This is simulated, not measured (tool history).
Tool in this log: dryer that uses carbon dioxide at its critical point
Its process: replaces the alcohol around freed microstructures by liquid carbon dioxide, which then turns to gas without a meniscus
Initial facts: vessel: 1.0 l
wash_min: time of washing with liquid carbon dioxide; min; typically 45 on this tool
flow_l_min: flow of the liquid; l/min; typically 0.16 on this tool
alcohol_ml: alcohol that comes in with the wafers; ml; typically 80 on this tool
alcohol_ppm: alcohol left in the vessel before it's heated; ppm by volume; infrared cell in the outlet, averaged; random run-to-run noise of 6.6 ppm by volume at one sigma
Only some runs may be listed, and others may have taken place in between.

{"run": 1, "day": 0.0, "wash_min": 45, "flow_l_min": 0.16, "alcohol_ml": 80, "alcohol_ppm": 329}
{"run": 2, "day": 0.717, "wash_min": 45, "flow_l_min": 0.193, "alcohol_ml": 80, "alcohol_ppm": 121}
{"run": 3, "day": 1.346, "wash_min": 45, "flow_l_min": 0.193, "alcohol_ml": 80, "alcohol_ppm": 119}
{"run": 4, "day": 1.742, "wash_min": 45, "flow_l_min": 0.193, "alcohol_ml": 80, "alcohol_ppm": 119}
{"run": 5, "day": 2.279, "wash_min": 45, "flow_l_min": 0.193, "alcohol_ml": 80, "alcohol_ppm": 123}
{"run": 6, "day": 2.767, "wash_min": 45, "flow_l_min": 0.193, "alcohol_ml": 80, "alcohol_ppm": 132}
{"run": 7, "day": 3.188, "wash_min": 45, "flow_l_min": 0.193, "alcohol_ml": 80, "alcohol_ppm": 116}
{"run": 8, "day": 3.633, "wash_min": 45, "flow_l_min": 0.193, "alcohol_ml": 80, "alcohol_ppm": 122}
{"run": 9, "day": 4.192, "wash_min": 45, "flow_l_min": 0.193, "alcohol_ml": 80, "alcohol_ppm": 130}
{"run": 10, "day": 4.892, "wash_min": 45, "flow_l_min": 0.16, "alcohol_ml": 58, "alcohol_ppm": 235}
{"run": 11, "day": 5.329, "wash_min": 45, "flow_l_min": 0.16, "alcohol_ml": 58, "alcohol_ppm": 250}
{"run": 12, "day": 6.104, "wash_min": 45, "flow_l_min": 0.16, "alcohol_ml": 58, "alcohol_ppm": 255}
{"run": 13, "day": 6.804, "wash_min": 45, "flow_l_min": 0.116, "alcohol_ml": 80, "alcohol_ppm": 1424}
{"run": 14, "day": 7.408, "wash_min": 45, "flow_l_min": 0.116, "alcohol_ml": 80, "alcohol_ppm": 1404}
{"run": 15, "day": 8.121, "wash_min": 57, "flow_l_min": 0.16, "alcohol_ml": 80, "alcohol_ppm": 107}
{"run": 16, "day": 8.838, "wash_min": 57, "flow_l_min": 0.16, "alcohol_ml": 80, "alcohol_ppm": 111}
{"run": 17, "day": 9.483, "wash_min": 57, "flow_l_min": 0.16, "alcohol_ml": 80, "alcohol_ppm": 114}
{"run": 18, "day": 10.021, "wash_min": 30, "flow_l_min": 0.16, "alcohol_ml": 80, "alcohol_ppm": 1943}
{"run": 19, "day": 10.658, "wash_min": 45, "flow_l_min": 0.16, "alcohol_ml": 21, "alcohol_ppm": 115}
{"run": 20, "day": 11.458, "wash_min": 45, "flow_l_min": 0.16, "alcohol_ml": 21, "alcohol_ppm": 122}
{"run": 21, "day": 12.279, "wash_min": 45, "flow_l_min": 0.16, "alcohol_ml": 21, "alcohol_ppm": 120}
{"run": 22, "day": 12.896, "wash_min": 45, "flow_l_min": 0.16, "alcohol_ml": 21, "alcohol_ppm": 131}
{"run": 23, "day": 13.671, "wash_min": 45, "flow_l_min": 0.16, "alcohol_ml": 21, "alcohol_ppm": 127}
{"run": 24, "day": 14.471, "wash_min": 36, "flow_l_min": 0.106, "alcohol_ml": 37, "alcohol_ppm": 2003}
{"run": 25, "day": 14.983, "wash_min": 36, "flow_l_min": 0.106, "alcohol_ml": 37, "alcohol_ppm": 1985}
{"run": 26, "day": 15.433, "wash_min": 45, "flow_l_min": 0.096, "alcohol_ml": 80, "alcohol_ppm": 2921}

Forecast run 27:
{"run": 27, "day": 15.879, "wash_min": 45, "flow_l_min": 0.096, "alcohol_ml": 80, "alcohol_ppm": "?"}

alcohol_ppm: 2900 ppm by volume
Take away the tool's hidden state, keep the run-to-run variation as it was, and the same run would have given alcohol_ppm 2670 ppm by volume.
